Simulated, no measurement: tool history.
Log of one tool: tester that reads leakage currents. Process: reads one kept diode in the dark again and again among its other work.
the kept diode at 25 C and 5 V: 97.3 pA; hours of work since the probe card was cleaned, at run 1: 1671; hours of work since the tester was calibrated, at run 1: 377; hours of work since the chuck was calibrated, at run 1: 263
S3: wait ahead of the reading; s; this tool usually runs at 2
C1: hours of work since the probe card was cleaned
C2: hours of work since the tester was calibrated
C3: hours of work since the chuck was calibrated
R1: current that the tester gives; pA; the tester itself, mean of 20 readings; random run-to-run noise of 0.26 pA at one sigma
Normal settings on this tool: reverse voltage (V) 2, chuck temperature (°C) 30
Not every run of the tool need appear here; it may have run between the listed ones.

Run 1, hour 0: usual settings; C1 1671; C2 377; C3 263. Result: R1 85.03 pA.
Run 2, hour 88.2: usual settings; C1 1721; C2 427; C3 313. Result: R1 84.86 pA.
Run 3, hour 147.1: usual settings; C1 1754; C2 461; C3 346. Result: R1 84.38 pA.
Run 4, hour 219.6: usual settings; C1 1795; C2 502; C3 387. Result: R1 84.12 pA.
Run 5, hour 297.1: usual settings but reverse voltage (V) 5.31; C1 1839; C2 546; C3 431. Result: R1 148.41 pA.
Run 6, hour 380.8: usual settings; C1 1887; C2 593; C3 479. Result: R1 84.44 pA.
Run 7, hour 477.9: usual settings but S3 8.76 s; C1 1942; C2 648; C3 534. Result: R1 84.69 pA.
Run 8, hour 556.7: usual settings but S3 8.76 s; C1 1987; C2 693; C3 579. Result: R1 84.51 pA.
Run 9, hour 619.8: usual settings but S3 8.76 s; C1 2022; C2 729; C3 614. Result: R1 84.48 pA.
Run 10, hour 719.1: usual settings but S3 8.76 s; C1 2079; C2 785; C3 671. Result: R1 83.92 pA.
Run 11, hour 794.8: usual settings but S3 8.76 s; C1 2122; C2 828; C3 714. Result: R1 84.37 pA.
Run 12, hour 902.4: usual settings but S3 8.76 s; C1 2183; C2 889; C3 775. Result: R1 84.63 pA.
Run 13, hour 963.9: usual settings but reverse voltage (V) 14.05, S3 8.76 s; C1 2217; C2 924; C3 810. Result: R1 259.36 pA.
Run 14, hour 1070.6: usual settings but reverse voltage (V) 14.05, S3 8.76 s; C1 2278; C2 985; C3 870. Result: R1 261.24 pA.
Run 15, hour 1149.9: usual settings but reverse voltage (V) 14.05, S3 8.76 s; C1 2323; C2 1030; C3 915. Result: R1 259.46 pA.
At hour 1221: chuck's temperature calibrated.
Run 16, hour 1263.8: usual settings; C1 2387; C2 1093; C3 24. Result: R1 84.44 pA.
Run 17, hour 1366.8: usual settings; C1 2445; C2 1152; C3 83. Result: R1 84.37 pA.
Run 18, hour 1443.5: usual settings; C1 2488; C2 1195; C3 126. Result: R1 84.53 pA.
Run 19, hour 1513.5: usual settings but reverse voltage (V) 1.3, chuck temperature (°C) 29, S3 3.6 s; C1 2528; C2 1235; C3 166. Result: R1 60.96 pA.
Run 20, hour 1602.1: usual settings but reverse voltage (V) 9.95, chuck temperature (°C) 53, S3 1.54 s; C1 2578; C2 1285; C3 216. Result: R1 1073.28 pA.
Run 21, hour 1686.1: usual settings but reverse voltage (V) 9.74, chuck temperature (°C) 23, S3 1.13 s; C1 2626; C2 1333; C3 264. Result: R1 123.78 pA.
Run 22, hour 1785.8: usual settings but reverse voltage (V) 9.74, chuck temperature (°C) 23, S3 1.13 s; C1 2683; C2 1389; C3 320. Result: R1 123.9 pA.
Run 23, hour 1842.4: usual settings but reverse voltage (V) 9.74, chuck temperature (°C) 23, S3 1.13 s; C1 2715; C2 1421; C3 352. Result: R1 122.77 pA.
Run 24, hour 1921: usual settings but reverse voltage (V) 9.74, chuck temperature (°C) 26, S3 6.59 s; C1 2759; C2 1466; C3 397. Result: R1 155.46 pA.
Run 25, hour 1989.4: usual settings but reverse voltage (V) 1.5, chuck temperature (°C) 49; C1 2798; C2 1505; C3 436. Result: R1 274.88 pA.
Run 26, hour 2083.1: usual settings but reverse voltage (V) 2.35, S3 2.58 s; C1 2851; C2 1558; C3 489. Result: R1 92.7 pA.
Run 27, hour 2162.9: usual settings but reverse voltage (V) 2.35, S3 2.58 s; C1 2897; C2 1603; C3 534. Result: R1 92.79 pA.
Run 28, hour 2262.2: usual settings but reverse voltage (V) 1.55, chuck temperature (°C) 41, S3 9.9 s; C1 2953; C2 1660; C3 591. Result: R1 163.01 pA.
Run 29, hour 2325.2: usual settings but reverse voltage (V) 1.55, chuck temperature (°C) 41, S3 9.9 s; C1 2989; C2 1695; C3 626. Result: R1 161.79 pA.
Run 30, hour 2386.2: usual settings but reverse voltage (V) 3.45, chuck temperature (°C) 38, S3 1.57 s; C1 3023; C2 1730; C3 661. Result: R1 208.5 pA.
Run 31, hour 2474.9: usual settings but reverse voltage (V) 3.45, chuck temperature (°C) 38, S3 1.57 s; C1 3074; C2 1780; C3 711. Result: R1 208.12 pA.
Run 32, hour 2564.6: usual settings but reverse voltage (V) 3.08, chuck temperature (°C) 29, S3 1.12 s; C1 3124; C2 1831; C3 762. Result: R1 100.07 pA.
Run 33, hour 2643.2: usual settings but chuck temperature (°C) 37, S3 0.98 s; C1 3169; C2 1876; C3 807. Result: R1 141.44 pA.
Run 34, hour 2709.1: usual settings but chuck temperature (°C) 50, S3 5.72 s; C1 3206; C2 1913; C3 844. Result: R1 349.2 pA.
Run 35, hour 2758.1: usual settings but reverse voltage (V) 5.49, chuck temperature (°C) 50, S3 1.64 s; C1 3234; C2 1941; C3 872. Result: R1 626.37 pA.

For some of the steps in R1 from one run to the next: how much would appear even if the tool had no hidden state, given the settings, what came in and random variation, and how much remains for the hidden state plus any gauge scatter that the measured result and the result without hidden state don't share?
What the log doesn't record here: stray current of the dirty probe card, pA a volt; current scale over the true one, %; true chuck temperature over the reading, C; drift of the gauge itself on leakage_pa, %.
Run 15 -> 16: reverse voltage (V) 14.05 -> 2, S3 8.76 -> 2, chuck's temperature calibrated. R1 -175.02 pA: hidden state +0.39, all else -175.41.
Run 19 -> 20: reverse voltage (V) 1.3 -> 9.95, chuck temperature (°C) 29 -> 53, S3 3.6 -> 1.54. R1 +1012.32 pA: hidden state -0.08, all else +1012.4.
Run 20 -> 21: reverse voltage (V) 9.95 -> 9.74, chuck temperature (°C) 53 -> 23, S3 1.54 -> 1.13. R1 -949.5 pA: hidden state +0.22, all else -949.72.
Run 33 -> 34: chuck temperature (°C) 37 -> 50, S3 0.98 -> 5.72. R1 +207.76 pA: hidden state -0.3, all else +208.06.
Run 34 -> 35: reverse voltage (V) 2 -> 5.49, S3 5.72 -> 1.64. R1 +277.17 pA: hidden state -0.35, all else +277.52.
